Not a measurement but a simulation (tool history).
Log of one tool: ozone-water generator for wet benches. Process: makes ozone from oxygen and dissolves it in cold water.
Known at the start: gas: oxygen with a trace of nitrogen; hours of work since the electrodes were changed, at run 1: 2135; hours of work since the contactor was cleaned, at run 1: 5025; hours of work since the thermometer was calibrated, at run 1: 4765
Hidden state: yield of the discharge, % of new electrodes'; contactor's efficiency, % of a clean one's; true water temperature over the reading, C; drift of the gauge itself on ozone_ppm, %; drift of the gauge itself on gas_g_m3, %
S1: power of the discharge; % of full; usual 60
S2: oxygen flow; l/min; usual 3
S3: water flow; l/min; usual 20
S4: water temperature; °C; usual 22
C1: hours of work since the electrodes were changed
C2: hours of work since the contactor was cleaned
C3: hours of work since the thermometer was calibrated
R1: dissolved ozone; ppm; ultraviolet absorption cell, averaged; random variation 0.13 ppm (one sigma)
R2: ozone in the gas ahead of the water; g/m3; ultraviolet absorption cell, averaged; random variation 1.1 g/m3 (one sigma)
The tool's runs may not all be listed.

run 1 hour=0 | S1=60 S2=3 S3=20 S4=22 | C1=2135 C2=5025 C3=4765 | R1=14.7 R2=186.5
run 2 hour=84.6 | S1=69 S2=3 S3=20 S4=22 | C1=2215 C2=5104 C3=4844 | R1=15.8 R2=200.2
run 3 hour=185.4 | S1=69 S2=3 S3=20 S4=22 | C1=2309 C2=5199 C3=4939 | R1=15.9 R2=203.5
run 4 hour=305.6 | S1=60 S2=3 S3=20 S4=22 | C1=2422 C2=5312 C3=5052 | R1=14.5 R2=186.5
run 5 hour=412.5 | S1=60 S2=3 S3=20 S4=22 | C1=2522 C2=5412 C3=5152 | R1=14.6 R2=184
run 6 hour=509.2 | S1=60 S2=3 S3=20 S4=22 | C1=2613 C2=5503 C3=5243 | R1=14.4 R2=186
run 7 hour=624.6 | S1=60 S2=3 S3=20 S4=22 | C1=2722 C2=5612 C3=5351 | R1=14.5 R2=186
-- hour=685.4 water thermometer calibrated
run 8 hour=730.9 | S1=60 S2=3 S3=20 S4=22 | C1=2821 C2=5711 C3=43 | R1=14.8 R2=185.2
run 9 hour=848.6 | S1=60 S2=3 S3=20 S4=22 | C1=2931 C2=5821 C3=153 | R1=14.6 R2=185.5
run 10 hour=942.8 | S1=60 S2=3.26 S3=20 S4=22 | C1=3020 C2=5910 C3=242 | R1=15 R2=177.6
run 11 hour=1053.4 | S1=79 S2=3.92 S3=26 S4=26 | C1=3124 C2=6014 C3=346 | R1=13.9 R2=193.5
run 12 hour=1154.6 | S1=56 S2=3 S3=20 S4=23 | C1=3219 C2=6109 C3=441 | R1=14 R2=175.9
run 13 hour=1280 | S1=56 S2=3 S3=20 S4=23 | C1=3336 C2=6226 C3=558 | R1=14.1 R2=177.1
run 14 hour=1354.1 | S1=60 S2=3 S3=13 S4=27 | C1=3406 C2=6296 C3=628 | R1=18.7 R2=183.4
run 15 hour=1475.5 | S1=60 S2=5.23 S3=20 S4=21 | C1=3520 C2=6410 C3=742 | R1=16 R2=143.8
run 16 hour=1546.1 | S1=42 S2=5.05 S3=19 S4=22 | C1=3586 C2=6476 C3=808 | R1=13.1 R2=118.1
run 17 hour=1652.6 | S1=59 S2=2.16 S3=19 S4=16 | C1=3686 C2=6576 C3=908 | R1=14.5 R2=211.7
run 18 hour=1746.6 | S1=59 S2=2.16 S3=19 S4=16 | C1=3775 C2=6664 C3=996 | R1=14.9 R2=210.4
run 19 hour=1814.4 | S1=59 S2=3.7 S3=15 S4=17 | C1=3838 C2=6728 C3=1060 | R1=19.8 R2=165.6
run 20 hour=1921.7 | S1=73 S2=3.54 S3=23 S4=18 | C1=3939 C2=6829 C3=1161 | R1=15.8 R2=191.3

Forecast each of these 3 alternatives for the next run:
run A hour=1988.2 | S1=60 S2=2.44 S3=20 S4=22 | C1=4001 C2=6891 C3=1223 | R1=? R2=?
run B hour=1988.2 | S1=75 S2=2.39 S3=19 S4=22 | C1=4001 C2=6891 C3=1223 | R1=? R2=?
run C hour=1988.2 | S1=88 S2=3.54 S3=23 S4=24 | C1=4001 C2=6891 C3=1223 | R1=? R2=?

run=A R1=14.1 R2=200.7
run=B R1=16.5 R2=231.4
run=C R1=16.5 R2=212.7
Without the tool's hidden state the same runs would have given:
run=A R1=14.1 R2=204.9
run=B R1=16.5 R2=236.3
run=C R1=16.5 R2=217.2
